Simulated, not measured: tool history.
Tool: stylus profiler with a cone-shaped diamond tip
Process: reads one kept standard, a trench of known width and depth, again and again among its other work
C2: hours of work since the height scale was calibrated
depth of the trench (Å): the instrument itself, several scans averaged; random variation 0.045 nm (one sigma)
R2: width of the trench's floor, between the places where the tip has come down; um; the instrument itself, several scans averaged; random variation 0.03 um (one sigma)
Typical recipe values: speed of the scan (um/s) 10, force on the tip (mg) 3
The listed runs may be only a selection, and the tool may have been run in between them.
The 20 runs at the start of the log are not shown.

run 21 hour=298.1 | speed_of_the_scan_(um/s)=7 force_on_the_tip_(mg)=3 | scans_with_this_tip=4143 C2=410 | depth_of_the_trench_(Å)=2018.3 R2=27.86
run 22 hour=306.6 | speed_of_the_scan_(um/s)=10 force_on_the_tip_(mg)=3 | scans_with_this_tip=4184 C2=414 | depth_of_the_trench_(Å)=2017.8 R2=27.86
run 23 hour=327.1 | speed_of_the_scan_(um/s)=10 force_on_the_tip_(mg)=3 | scans_with_this_tip=4281 C2=424 | depth_of_the_trench_(Å)=2016.8 R2=27.92
run 24 hour=336.3 | speed_of_the_scan_(um/s)=16 force_on_the_tip_(mg)=1.1 | scans_with_this_tip=4325 C2=428 | depth_of_the_trench_(Å)=2008 R2=27.82
run 25 hour=347 | speed_of_the_scan_(um/s)=15 force_on_the_tip_(mg)=8.38 | scans_with_this_tip=4376 C2=433 | depth_of_the_trench_(Å)=2037.3 R2=27.86
run 26 hour=361.3 | speed_of_the_scan_(um/s)=3 force_on_the_tip_(mg)=4.92 | scans_with_this_tip=4445 C2=440 | depth_of_the_trench_(Å)=2025.6 R2=27.88
run 27 hour=371 | speed_of_the_scan_(um/s)=3 force_on_the_tip_(mg)=4.92 | scans_with_this_tip=4491 C2=445 | depth_of_the_trench_(Å)=2025.9 R2=27.89
run 28 hour=391.3 | speed_of_the_scan_(um/s)=3 force_on_the_tip_(mg)=4.92 | scans_with_this_tip=4588 C2=454 | depth_of_the_trench_(Å)=2025.3 R2=27.94
run 29 hour=404.4 | speed_of_the_scan_(um/s)=3 force_on_the_tip_(mg)=4.92 | scans_with_this_tip=4651 C2=461 | depth_of_the_trench_(Å)=2025 R2=27.89
run 30 hour=416.3 | speed_of_the_scan_(um/s)=11 force_on_the_tip_(mg)=4.83 | scans_with_this_tip=4708 C2=466 | depth_of_the_trench_(Å)=2025.7 R2=27.83
run 31 hour=432.5 | speed_of_the_scan_(um/s)=11 force_on_the_tip_(mg)=4.83 | scans_with_this_tip=4785 C2=474 | depth_of_the_trench_(Å)=2025.7 R2=27.81
run 32 hour=449 | speed_of_the_scan_(um/s)=6 force_on_the_tip_(mg)=7.6 | scans_with_this_tip=4864 C2=482 | depth_of_the_trench_(Å)=2034.9 R2=27.83
run 33 hour=458.6 | speed_of_the_scan_(um/s)=6 force_on_the_tip_(mg)=7.6 | scans_with_this_tip=4910 C2=486 | depth_of_the_trench_(Å)=2035 R2=27.84
run 34 hour=477.4 | speed_of_the_scan_(um/s)=6 force_on_the_tip_(mg)=7.6 | scans_with_this_tip=5000 C2=495 | depth_of_the_trench_(Å)=2035.1 R2=27.85
run 35 hour=492.7 | speed_of_the_scan_(um/s)=6 force_on_the_tip_(mg)=7.6 | scans_with_this_tip=5073 C2=502 | depth_of_the_trench_(Å)=2033.6 R2=27.81
run 36 hour=512.1 | speed_of_the_scan_(um/s)=40 force_on_the_tip_(mg)=1.5 | scans_with_this_tip=5166 C2=511 | depth_of_the_trench_(Å)=2009.6 R2=27.64
run 37 hour=532.1 | speed_of_the_scan_(um/s)=40 force_on_the_tip_(mg)=1.5 | scans_with_this_tip=5261 C2=521 | depth_of_the_trench_(Å)=2009.6 R2=27.61
run 38 hour=549 | speed_of_the_scan_(um/s)=27 force_on_the_tip_(mg)=3.32 | scans_with_this_tip=5342 C2=529 | depth_of_the_trench_(Å)=2018.1 R2=27.73
run 39 hour=557.9 | speed_of_the_scan_(um/s)=22 force_on_the_tip_(mg)=1.23 | scans_with_this_tip=5385 C2=533 | depth_of_the_trench_(Å)=2007.5 R2=27.73
run 40 hour=570.4 | speed_of_the_scan_(um/s)=3 force_on_the_tip_(mg)=1.53 | scans_with_this_tip=5444 C2=539 | depth_of_the_trench_(Å)=2009.2 R2=27.86
run 41 hour=585.9 | speed_of_the_scan_(um/s)=6 force_on_the_tip_(mg)=1.86 | scans_with_this_tip=5519 C2=546 | depth_of_the_trench_(Å)=2011.7 R2=27.8
run 42 hour=605 | speed_of_the_scan_(um/s)=20 force_on_the_tip_(mg)=2.38 | scans_with_this_tip=5610 C2=555 | depth_of_the_trench_(Å)=2015.3 R2=27.75
run 43 hour=617.2 | speed_of_the_scan_(um/s)=4 force_on_the_tip_(mg)=1.02 | scans_with_this_tip=5668 C2=561 | depth_of_the_trench_(Å)=2007.4 R2=27.82

Alternative continuations, all from the tool just after run 43; predict every row:
run A hour=625.7 | speed_of_the_scan_(um/s)=4 force_on_the_tip_(mg)=3.16 | scans_with_this_tip=5709 C2=565 | depth_of_the_trench_(Å)=? R2=?
run B hour=625.7 | speed_of_the_scan_(um/s)=38 force_on_the_tip_(mg)=6.7 | scans_with_this_tip=5709 C2=565 | depth_of_the_trench_(Å)=? R2=?
run C hour=625.7 | speed_of_the_scan_(um/s)=4 force_on_the_tip_(mg)=2.71 | scans_with_this_tip=5709 C2=565 | depth_of_the_trench_(Å)=? R2=?

run=A depth_of_the_trench_(Å)=2017.9 R2=27.83
run=B depth_of_the_trench_(Å)=2031.8 R2=27.68
run=C depth_of_the_trench_(Å)=2016.4 R2=27.82
With the hidden condition removed and each run's random variation left untouched, the same runs would have given:
run=A depth_of_the_trench_(Å)=2020.8 R2=28.28
run=B depth_of_the_trench_(Å)=2034.8 R2=28.13
run=C depth_of_the_trench_(Å)=2019.4 R2=28.26

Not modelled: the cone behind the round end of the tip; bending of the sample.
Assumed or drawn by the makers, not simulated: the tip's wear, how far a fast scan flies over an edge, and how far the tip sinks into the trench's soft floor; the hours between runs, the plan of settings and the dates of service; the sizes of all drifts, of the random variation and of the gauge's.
